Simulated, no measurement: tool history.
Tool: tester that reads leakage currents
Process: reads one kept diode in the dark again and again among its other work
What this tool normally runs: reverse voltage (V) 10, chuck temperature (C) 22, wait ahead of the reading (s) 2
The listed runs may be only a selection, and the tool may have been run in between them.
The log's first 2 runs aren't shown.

run,hour,reverse voltage (V),chuck temperature (C),wait ahead of the reading (s),current that the tester gives (pA)
3,202.5,10,22,4.41,50.11
4,295.3,10,24,2,58.78
5,416.1,10,24,2,60.39
6,497,10,22,2,53.95
7,614.5,10,22,2,55.03
8,733.8,10,22,2,56.46
9,803.2,10,22,2,57.09
10,888,10,22,2.84,58.33
11,948.1,10,22,2.84,58.52
12,1070.4,10,22,2.84,60.42
13,1132.2,10,22,5.62,60.73
14,1228.3,4.5,22,2,34.85
15,1343.8,10,22,2,63.73
16,1426.1,1.4,22,2,15.94
17,1540.7,1.4,22,2,16.35
# hour 1655.5: probe card cleaned and baked
18,1660.7,1.4,22,2,13.04
19,1728.2,1.4,22,2,13.2
20,1804.7,1.4,22,2,13.35
21,1928.3,10,55,6.75,543.69
22,2016,10,55,6.75,544.84
23,2126.3,10,55,6.75,553.77
24,2215.2,1.4,25,0.95,18.18

Expected results for the next run?
25,2271.4,1.4,25,0.95,?

current that the tester gives (pA): 18.35
Minus the tool's unlogged condition, the same run would have read current that the tester gives (pA) 15.05.
